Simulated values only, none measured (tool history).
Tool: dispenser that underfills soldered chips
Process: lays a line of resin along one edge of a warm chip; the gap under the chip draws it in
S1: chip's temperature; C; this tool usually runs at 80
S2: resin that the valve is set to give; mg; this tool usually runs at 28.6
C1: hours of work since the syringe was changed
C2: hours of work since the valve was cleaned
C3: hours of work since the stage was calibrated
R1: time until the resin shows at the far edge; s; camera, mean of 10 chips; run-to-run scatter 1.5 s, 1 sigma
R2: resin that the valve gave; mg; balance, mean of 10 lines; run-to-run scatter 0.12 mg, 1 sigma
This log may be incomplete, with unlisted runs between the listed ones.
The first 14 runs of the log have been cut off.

run	hour	S1	S2	C1	C2	C3	R1	R2
# hour 133.8: new syringe of resin
# hour 142.8: new syringe of resin
15	146.4	81	27.4	2	40	328	169.5	27.07
# hour 151.9: new syringe of resin
16	154	81	27.4	1	45	333	163.7	27.19
17	159.8	80	28.6	5	48	337	190.1	28.03
# hour 161.1: new syringe of resin
# hour 170.5: new syringe of resin
18	173.5	75	36.6	2	57	345	217.5	35.68
# hour 179.7: new syringe of resin
19	179.8	91	27	0	61	349	107.2	26.33
# hour 186.6: dispensing valve cleaned and set on the balance
20	188.8	75	34.5	5	1	355	234.8	34.28
# hour 190.3: new syringe of resin
21	196.1	77	28.7	4	6	359	210.1	28.83
# hour 199.8: new syringe of resin
22	206.7	72	31.3	4	13	366	269.2	31.03
# hour 208.6: new syringe of resin
# hour 217.8: new syringe of resin
23	219.2	89	29.7	1	20	374	118.9	29.52
# hour 226.3: new syringe of resin
24	230.2	89	25.9	3	27	380	127.8	25.56
# hour 234.8: new syringe of resin
25	238.6	83	32.7	2	33	386	156.4	32.36
# hour 243.5: new syringe of resin
26	251.4	91	30.9	5	41	394	128.7	30.31
# hour 252.5: new syringe of resin
27	258.8	91	30.9	4	45	398	118.9	30.18
# hour 261.5: new syringe of resin
28	266.1	91	24.6	3	50	403	123.5	24.04
# hour 270.3: new syringe of resin
29	277	91	24.6	4	57	410	128.8	24.08
# hour 279: new syringe of resin
# hour 287.7: new syringe of resin
30	288.5	86	25.9	1	64	417	132	24.9
# hour 290.6: dispensing valve cleaned and set on the balance
# hour 297.6: new syringe of resin
31	303.2	90	31.6	4	8	426	126.7	31.51
# hour 306.4: new syringe of resin
32	309	90	24.6	2	12	429	120.8	24.41
# hour 315.1: new syringe of resin
33	320.9	89	29.6	4	19	437	128.6	29.54

Each row is a separate what-if for the run after 33, all from the same tool condition, not one after another. Results?
# hour 323.6: new syringe of resin
# hour 332.6: new syringe of resin
A	333.7	89	29.9	1	27	445	?	?
# hour 323.6: new syringe of resin
# hour 332.6: new syringe of resin
B	333.7	85	28.6	1	27	445	?	?
# hour 323.6: new syringe of resin
# hour 332.6: new syringe of resin
C	333.7	68	29.5	1	27	445	?	?
# hour 323.6: new syringe of resin
# hour 332.6: new syringe of resin
D	333.7	83	28.6	1	27	445	?	?
# hour 323.6: new syringe of resin
# hour 332.6: new syringe of resin
E	333.7	73	25.8	1	27	445	?	?

run	R1	R2
A	120	29.26
B	142.1	28.25
C	286.3	29.21
D	154.2	28.21
E	231.5	25.61
Had the tool no hidden state, the same runs would have come out as:
run	R1	R2
A	105.6	29.62
B	124.8	28.6
C	248.5	29.57
D	135.2	28.56
E	201.5	25.92

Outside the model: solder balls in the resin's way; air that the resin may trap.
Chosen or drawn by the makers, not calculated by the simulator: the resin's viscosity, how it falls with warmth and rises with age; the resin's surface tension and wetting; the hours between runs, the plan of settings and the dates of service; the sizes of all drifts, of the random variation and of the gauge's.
